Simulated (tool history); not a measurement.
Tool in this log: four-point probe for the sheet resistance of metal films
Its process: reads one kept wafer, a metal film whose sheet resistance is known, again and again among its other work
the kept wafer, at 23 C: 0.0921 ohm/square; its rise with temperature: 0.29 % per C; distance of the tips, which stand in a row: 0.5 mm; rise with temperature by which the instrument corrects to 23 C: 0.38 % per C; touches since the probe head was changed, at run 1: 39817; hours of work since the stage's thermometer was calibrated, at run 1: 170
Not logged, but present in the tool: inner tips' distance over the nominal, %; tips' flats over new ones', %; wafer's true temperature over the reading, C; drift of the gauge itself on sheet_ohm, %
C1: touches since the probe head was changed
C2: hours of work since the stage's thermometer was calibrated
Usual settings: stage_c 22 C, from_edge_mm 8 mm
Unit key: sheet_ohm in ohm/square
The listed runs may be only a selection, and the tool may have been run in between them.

{"run": 1, "hour": 0.0, "stage_c": 22, "from_edge_mm": 8, "C1": 39817, "C2": 170, "sheet_ohm": 0.091757}
{"run": 2, "hour": 91.4, "stage_c": 22, "from_edge_mm": 36, "C1": 44537, "C2": 227, "sheet_ohm": 0.091557}
{"run": 3, "hour": 179.9, "stage_c": 22, "from_edge_mm": 36, "C1": 49109, "C2": 282, "sheet_ohm": 0.091507}
{"run": 4, "hour": 231.1, "stage_c": 22, "from_edge_mm": 36, "C1": 51756, "C2": 314, "sheet_ohm": 0.091525}
{"run": 5, "hour": 279.5, "stage_c": 22, "from_edge_mm": 8, "C1": 54256, "C2": 345, "sheet_ohm": 0.091657}
{"run": 6, "hour": 321.0, "stage_c": 22, "from_edge_mm": 8, "C1": 56397, "C2": 371, "sheet_ohm": 0.091618}
{"run": 7, "hour": 383.2, "stage_c": 22, "from_edge_mm": 8, "C1": 59613, "C2": 410, "sheet_ohm": 0.091573}
{"run": 8, "hour": 458.7, "stage_c": 22, "from_edge_mm": 8, "C1": 63515, "C2": 457, "sheet_ohm": 0.091544}
{"run": 9, "hour": 523.3, "stage_c": 22, "from_edge_mm": 7, "C1": 66848, "C2": 497, "sheet_ohm": 0.091612}
{"run": 10, "hour": 562.5, "stage_c": 19, "from_edge_mm": 7, "C1": 68874, "C2": 522, "sheet_ohm": 0.091816}
{"run": 11, "hour": 608.5, "stage_c": 19, "from_edge_mm": 7, "C1": 71251, "C2": 550, "sheet_ohm": 0.091764}
{"run": 12, "hour": 676.2, "stage_c": 19, "from_edge_mm": 7, "C1": 74749, "C2": 593, "sheet_ohm": 0.091785}
{"run": 13, "hour": 754.3, "stage_c": 19, "from_edge_mm": 7, "C1": 78782, "C2": 642, "sheet_ohm": 0.091716}
{"run": 14, "hour": 842.9, "stage_c": 19, "from_edge_mm": 7, "C1": 83363, "C2": 697, "sheet_ohm": 0.091658}
{"run": 15, "hour": 920.9, "stage_c": 19, "from_edge_mm": 7, "C1": 87387, "C2": 746, "sheet_ohm": 0.091618}
{"run": 16, "hour": 998.5, "stage_c": 19, "from_edge_mm": 7, "C1": 91398, "C2": 794, "sheet_ohm": 0.091569}
{"run": 17, "hour": 1090.6, "stage_c": 19, "from_edge_mm": 7, "C1": 96157, "C2": 852, "sheet_ohm": 0.091539}
{"run": 18, "hour": 1157.7, "stage_c": 22, "from_edge_mm": 31, "C1": 99625, "C2": 894, "sheet_ohm": 0.091031}
{"run": 19, "hour": 1249.8, "stage_c": 22, "from_edge_mm": 42, "C1": 104379, "C2": 952, "sheet_ohm": 0.090987}
{"run": 20, "hour": 1320.8, "stage_c": 24, "from_edge_mm": 42, "C1": 108048, "C2": 996, "sheet_ohm": 0.090794}
{"run": 21, "hour": 1366.4, "stage_c": 24, "from_edge_mm": 57, "C1": 110406, "C2": 1025, "sheet_ohm": 0.09076}
{"run": 22, "hour": 1452.2, "stage_c": 24, "from_edge_mm": 57, "C1": 114838, "C2": 1078, "sheet_ohm": 0.090758}
{"run": 23, "hour": 1495.7, "stage_c": 24, "from_edge_mm": 57, "C1": 117082, "C2": 1106, "sheet_ohm": 0.090703}
{"run": 24, "hour": 1548.4, "stage_c": 33, "from_edge_mm": 9, "C1": 119807, "C2": 1139, "sheet_ohm": 0.090145}
{"run": 25, "hour": 1597.8, "stage_c": 33, "from_edge_mm": 9, "C1": 122356, "C2": 1169, "sheet_ohm": 0.090116}
{"run": 26, "hour": 1640.3, "stage_c": 22, "from_edge_mm": 19, "C1": 124555, "C2": 1196, "sheet_ohm": 0.090817}
{"run": 27, "hour": 1726.4, "stage_c": 29, "from_edge_mm": 17, "C1": 129004, "C2": 1250, "sheet_ohm": 0.090245}
{"run": 28, "hour": 1782.1, "stage_c": 29, "from_edge_mm": 17, "C1": 131879, "C2": 1285, "sheet_ohm": 0.090217}
{"hour": 1791.6, "done": "new probe head fitted"}
{"run": 29, "hour": 1858.2, "stage_c": 35, "from_edge_mm": 19, "C1": 3443, "C2": 1332, "sheet_ohm": 0.091235}
{"run": 30, "hour": 1908.2, "stage_c": 29, "from_edge_mm": 14, "C1": 6023, "C2": 1363, "sheet_ohm": 0.091703}
{"run": 31, "hour": 1990.0, "stage_c": 22, "from_edge_mm": 19, "C1": 10249, "C2": 1414, "sheet_ohm": 0.092189}
{"run": 32, "hour": 2045.2, "stage_c": 22, "from_edge_mm": 19, "C1": 13102, "C2": 1449, "sheet_ohm": 0.092194}
{"run": 33, "hour": 2082.7, "stage_c": 21, "from_edge_mm": 4, "C1": 15040, "C2": 1472, "sheet_ohm": 0.092956}
{"run": 34, "hour": 2169.7, "stage_c": 21, "from_edge_mm": 4, "C1": 19531, "C2": 1527, "sheet_ohm": 0.092909}
{"run": 35, "hour": 2241.1, "stage_c": 26, "from_edge_mm": 34, "C1": 23220, "C2": 1571, "sheet_ohm": 0.091706}
{"run": 36, "hour": 2291.9, "stage_c": 26, "from_edge_mm": 34, "C1": 25847, "C2": 1603, "sheet_ohm": 0.091693}
{"run": 37, "hour": 2358.2, "stage_c": 33, "from_edge_mm": 8, "C1": 29274, "C2": 1644, "sheet_ohm": 0.09134}

For each entry between runs, how does the tool's hidden state at the last listed run before it compare with that at the first listed run after it?
In the gap between runs 28 and 29: new probe head fitted (hour 1791.6)
  inner tips' distance over the nominal, %: -1.567 -> -0.067; tips' flats over new ones', %: 72 -> 2; wafer's true temperature over the reading, C: 0.38 -> 0.4
  what was measured, less what the result would be without the hidden state, sheet_ohm: -0.001453 -> +0.000036 ohm/square
